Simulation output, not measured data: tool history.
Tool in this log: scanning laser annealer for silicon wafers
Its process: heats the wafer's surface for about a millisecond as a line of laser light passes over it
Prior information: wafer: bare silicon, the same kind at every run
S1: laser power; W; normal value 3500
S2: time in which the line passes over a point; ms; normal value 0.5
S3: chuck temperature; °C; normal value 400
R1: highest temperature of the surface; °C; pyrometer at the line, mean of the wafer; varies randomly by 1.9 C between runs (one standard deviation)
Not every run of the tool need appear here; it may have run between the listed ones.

Run 1, hour 0: usual settings. Result: R1 1226 °C.
Run 2, hour 18.5: usual settings. Result: R1 1227 °C.
Run 3, hour 36.9: usual settings but S1 3713 W. Result: R1 1279 °C.
Run 4, hour 55.3: usual settings but S1 3713 W, S2 0.393 ms. Result: R1 1173 °C.
Run 5, hour 75.7: usual settings but S3 434 °C. Result: R1 1260 °C.
Run 6, hour 93.3: usual settings but S3 434 °C. Result: R1 1255 °C.
Run 7, hour 107.5: usual settings but S3 434 °C. Result: R1 1255 °C.
Run 8, hour 119.8: usual settings but S2 0.516 ms, S3 434 °C. Result: R1 1271 °C.
Run 9, hour 135.3: usual settings but S2 0.516 ms, S3 434 °C. Result: R1 1268 °C.
Run 10, hour 156.2: usual settings but S2 0.516 ms, S3 434 °C. Result: R1 1265 °C.
Run 11, hour 170.9: usual settings but S2 0.516 ms, S3 434 °C. Result: R1 1262 °C.
Run 12, hour 186.4: usual settings but S2 0.516 ms, S3 434 °C. Result: R1 1261 °C.
Run 13, hour 206.5: usual settings. Result: R1 1214 °C.
Run 14, hour 226.4: usual settings but S1 3845 W, S2 0.505 ms, S3 370 °C. Result: R1 1278 °C.
Run 15, hour 239: usual settings but S1 3475 W, S2 0.473 ms, S3 439 °C. Result: R1 1219 °C.
Run 16, hour 248.9: usual settings but S1 3475 W, S2 0.473 ms, S3 439 °C. Result: R1 1222 °C.
Run 17, hour 270.6: usual settings but S3 391 °C. Result: R1 1202 °C.
Run 18, hour 289.9: usual settings but S3 391 °C. Result: R1 1202 °C.
Run 19, hour 306.3: usual settings but S1 3564 W. Result: R1 1227 °C.
Run 20, hour 327.5: usual settings but S1 3849 W, S2 0.371 ms. Result: R1 1166 °C.
Run 21, hour 349.3: usual settings but S2 0.589 ms, S3 406 °C. Result: R1 1283 °C.
Run 22, hour 368.9: usual settings but S1 3596 W, S3 373 °C. Result: R1 1201 °C.
Run 23, hour 392.7: usual settings but S1 3596 W, S3 373 °C. Result: R1 1200 °C.
Run 24, hour 413.2: usual settings but S1 3647 W. Result: R1 1236 °C.
Run 25, hour 423.1: usual settings but S1 3780 W, S3 378 °C. Result: R1 1252 °C.
Run 26, hour 438.7: usual settings but S3 406 °C. Result: R1 1206 °C.

Hidden state or all else? Some run-to-run changes of R1, split into what the settings, what came in and random variation would give without the hidden state, and what is left for the hidden state (with any gauge scatter that isn't in both results):
The hidden state here: light that passes the window, % of a clean one's; laser's true power over the reading, %; width of the line over the set one, %; drift of the gauge itself on peak_c, C.
Run 3 -> 4: S2 0.5 -> 0.393. R1 -106 °C: hidden state +0, all else -106.
Run 13 -> 14: S1 3500 -> 3845, S2 0.5 -> 0.505, S3 400 -> 370. R1 +64 °C: hidden state -4, all else +68.
Run 20 -> 21: S1 3849 -> 3500, S2 0.371 -> 0.589, S3 400 -> 406. R1 +117 °C: hidden state -5, all else +122.
